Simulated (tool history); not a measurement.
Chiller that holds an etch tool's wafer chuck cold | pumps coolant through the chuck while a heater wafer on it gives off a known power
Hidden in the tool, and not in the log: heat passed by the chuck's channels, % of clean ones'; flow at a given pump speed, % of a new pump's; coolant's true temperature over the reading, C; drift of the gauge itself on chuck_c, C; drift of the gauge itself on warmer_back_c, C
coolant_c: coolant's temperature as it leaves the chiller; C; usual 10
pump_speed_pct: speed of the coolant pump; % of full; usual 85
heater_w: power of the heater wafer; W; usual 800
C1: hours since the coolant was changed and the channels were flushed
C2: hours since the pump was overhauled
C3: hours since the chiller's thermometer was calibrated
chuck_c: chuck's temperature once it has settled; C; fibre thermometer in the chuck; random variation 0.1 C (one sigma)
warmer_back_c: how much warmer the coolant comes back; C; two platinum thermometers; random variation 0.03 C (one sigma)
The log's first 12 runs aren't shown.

{"run": 13, "day": 11.396, "coolant_c": 10, "pump_speed_pct": 85, "heater_w": 1055, "C1": 571, "C2": 1333, "C3": 149, "chuck_c": 18.8, "warmer_back_c": 2.36}
{"run": 14, "day": 12.658, "coolant_c": 10, "pump_speed_pct": 85, "heater_w": 800, "C1": 601, "C2": 1363, "C3": 179, "chuck_c": 16.8, "warmer_back_c": 1.84}
{"run": 15, "day": 13.625, "coolant_c": 10, "pump_speed_pct": 85, "heater_w": 800, "C1": 624, "C2": 1387, "C3": 203, "chuck_c": 16.8, "warmer_back_c": 1.81}
{"run": 16, "day": 14.508, "coolant_c": 10, "pump_speed_pct": 85, "heater_w": 800, "C1": 645, "C2": 1408, "C3": 224, "chuck_c": 16.8, "warmer_back_c": 1.76}
{"run": 17, "day": 15.596, "coolant_c": 10, "pump_speed_pct": 60, "heater_w": 573, "C1": 671, "C2": 1434, "C3": 250, "chuck_c": 16.9, "warmer_back_c": 1.91}
{"run": 18, "day": 16.729, "coolant_c": 10, "pump_speed_pct": 72, "heater_w": 573, "C1": 699, "C2": 1461, "C3": 277, "chuck_c": 15.6, "warmer_back_c": 1.53}
{"run": 19, "day": 17.646, "coolant_c": 6, "pump_speed_pct": 60, "heater_w": 875, "C1": 721, "C2": 1483, "C3": 299, "chuck_c": 16.2, "warmer_back_c": 2.9}
{"run": 20, "day": 18.329, "coolant_c": 12, "pump_speed_pct": 72, "heater_w": 1083, "C1": 737, "C2": 1500, "C3": 316, "chuck_c": 22.7, "warmer_back_c": 2.93}
{"run": 21, "day": 18.962, "coolant_c": 12, "pump_speed_pct": 72, "heater_w": 1083, "C1": 752, "C2": 1515, "C3": 331, "chuck_c": 22.8, "warmer_back_c": 2.93}
{"run": 22, "day": 19.929, "coolant_c": 15, "pump_speed_pct": 85, "heater_w": 1062, "C1": 775, "C2": 1538, "C3": 354, "chuck_c": 24.0, "warmer_back_c": 2.4}
{"run": 23, "day": 20.971, "coolant_c": 15, "pump_speed_pct": 85, "heater_w": 1062, "C1": 800, "C2": 1563, "C3": 379, "chuck_c": 23.9, "warmer_back_c": 2.41}
{"run": 24, "day": 21.729, "coolant_c": 15, "pump_speed_pct": 85, "heater_w": 1101, "C1": 819, "C2": 1581, "C3": 397, "chuck_c": 24.3, "warmer_back_c": 2.47}
{"run": 25, "day": 22.754, "coolant_c": 10, "pump_speed_pct": 85, "heater_w": 429, "C1": 843, "C2": 1606, "C3": 422, "chuck_c": 13.6, "warmer_back_c": 0.99}
{"run": 26, "day": 24.042, "coolant_c": 10, "pump_speed_pct": 85, "heater_w": 429, "C1": 874, "C2": 1637, "C3": 453, "chuck_c": 13.8, "warmer_back_c": 0.97}
{"run": 27, "day": 25.333, "coolant_c": 10, "pump_speed_pct": 85, "heater_w": 429, "C1": 905, "C2": 1668, "C3": 484, "chuck_c": 13.7, "warmer_back_c": 0.99}
{"run": 28, "day": 26.542, "coolant_c": 10, "pump_speed_pct": 64, "heater_w": 1050, "C1": 934, "C2": 1697, "C3": 513, "chuck_c": 22.1, "warmer_back_c": 3.31}
{"run": 29, "day": 27.167, "coolant_c": 10, "pump_speed_pct": 77, "heater_w": 896, "C1": 949, "C2": 1712, "C3": 528, "chuck_c": 18.3, "warmer_back_c": 2.28}
{"run": 30, "day": 28.317, "coolant_c": 14, "pump_speed_pct": 75, "heater_w": 861, "C1": 977, "C2": 1739, "C3": 555, "chuck_c": 22.4, "warmer_back_c": 2.25}
{"run": 31, "day": 29.604, "coolant_c": 4, "pump_speed_pct": 81, "heater_w": 1088, "C1": 1008, "C2": 1770, "C3": 586, "chuck_c": 13.7, "warmer_back_c": 2.62}

Forecast each of these 4 alternatives for the next run:
{"run": "A", "day": 30.417, "coolant_c": 14, "pump_speed_pct": 81, "heater_w": 1088, "C1": 1027, "C2": 1790, "C3": 606, "chuck_c": "?", "warmer_back_c": "?"}
{"run": "B", "day": 30.417, "coolant_c": 19, "pump_speed_pct": 62, "heater_w": 1088, "C1": 1027, "C2": 1790, "C3": 606, "chuck_c": "?", "warmer_back_c": "?"}
{"run": "C", "day": 30.417, "coolant_c": 12, "pump_speed_pct": 81, "heater_w": 421, "C1": 1027, "C2": 1790, "C3": 606, "chuck_c": "?", "warmer_back_c": "?"}
{"run": "D", "day": 30.417, "coolant_c": 0, "pump_speed_pct": 85, "heater_w": 509, "C1": 1027, "C2": 1790, "C3": 606, "chuck_c": "?", "warmer_back_c": "?"}

run=A chuck_c=23.6 warmer_back_c=2.59
run=B chuck_c=31.6 warmer_back_c=3.48
run=C chuck_c=15.7 warmer_back_c=0.98
run=D chuck_c=4.3 warmer_back_c=1.10
Without the tool's hidden state the same runs would have given:
run=A chuck_c=22.8 warmer_back_c=2.46
run=B chuck_c=30.6 warmer_back_c=3.30
run=C chuck_c=15.4 warmer_back_c=0.93
run=D chuck_c=3.9 warmer_back_c=1.04
